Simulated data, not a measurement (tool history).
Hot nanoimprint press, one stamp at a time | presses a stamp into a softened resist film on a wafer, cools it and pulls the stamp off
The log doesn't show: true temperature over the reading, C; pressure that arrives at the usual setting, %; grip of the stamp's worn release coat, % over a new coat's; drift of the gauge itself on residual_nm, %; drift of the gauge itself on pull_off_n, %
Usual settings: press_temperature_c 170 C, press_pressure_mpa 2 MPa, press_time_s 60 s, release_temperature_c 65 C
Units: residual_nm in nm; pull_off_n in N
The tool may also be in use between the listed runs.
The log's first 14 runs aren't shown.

run    hour  press_temperature_c  press_pressure_mpa  press_time_s  release_temperature_c  hours of work since the thermocouple was calibrated  imprints on the stamp's release coat  hours of work since the press's seals were changed  residual_nm  pull_off_n
 15   549.6                  170                   2            60                     65                                                  207                                   462                                                 807        412.3         140
 16   573.1                  164                1.32            92                     72                                                  218                                   497                                                 818        523.1         138
 17   624.4                  174                1.64            92                     72                                                  242                                   574                                                 843        336.6         139
 18   648.7                  174                1.64            92                     72                                                  254                                   610                                                 854        334.5         144
 19   686.1                  159                1.64            92                     61                                                  271                                   666                                                 872          558         155
 20   736.8                  159                1.64            92                     61                                                  296                                   742                                                 896        561.3         152
 21   787.2                  161                1.35            60                     70                                                  319                                   818                                                 920        592.2         158
 22     814                  161                1.35            60                     70                                                  332                                   858                                                 933        595.9         157
        841  -- stamp cleaned and given a new release coat
 23   871.3                  169                   2            59                     65                                                  357                                    45                                                 957        425.4         127
 24     902                  160                1.33            59                     65                                                  371                                    91                                                 972        611.4         125
 25   957.9                  174                2.01            59                     65                                                  398                                   175                                                 998        344.3         129
      991.6  -- plate thermocouple calibrated
 26  1008.7                  174                2.01            59                     65                                                    8                                   246                                                1021        360.5         130
 27    1045                  164                1.53            71                     54                                                   25                                   301                                                1038        533.5         143
     1061.5  -- press's hydraulic seals changed and the load cell set to zero
 28  1096.7                  170                1.29            60                     56                                                   46                                   366                                                  17        495.8         146
 29  1126.8                  170                1.29            60                     65                                                   60                                   411                                                  31        490.8         143
 30  1171.3                  158                1.29            60                     65                                                   82                                   478                                                  52        627.1         149

Forecast each of these 4 alternatives for the next run:
  A  1207                  180                1.25            34                     65                                                   99                                   531                                                  69            ?           ?
  B  1207                  170                 2.8            60                     65                                                   99                                   531                                                  69            ?           ?
  C  1207                  158                2.23            49                     65                                                   99                                   531                                                  69            ?           ?
  D  1207                  179                1.66            65                     65                                                   99                                   531                                                  69            ?           ?

run  residual_nm  pull_off_n
  A        421.3         141
  B        352.2         144
  C        590.6         140
  D        311.4         146
Without the tool's hidden state the same runs would have given:
run  residual_nm  pull_off_n
  A        425.6         121
  B        356.5         124
  C        594.3         121
  D        315.2         125
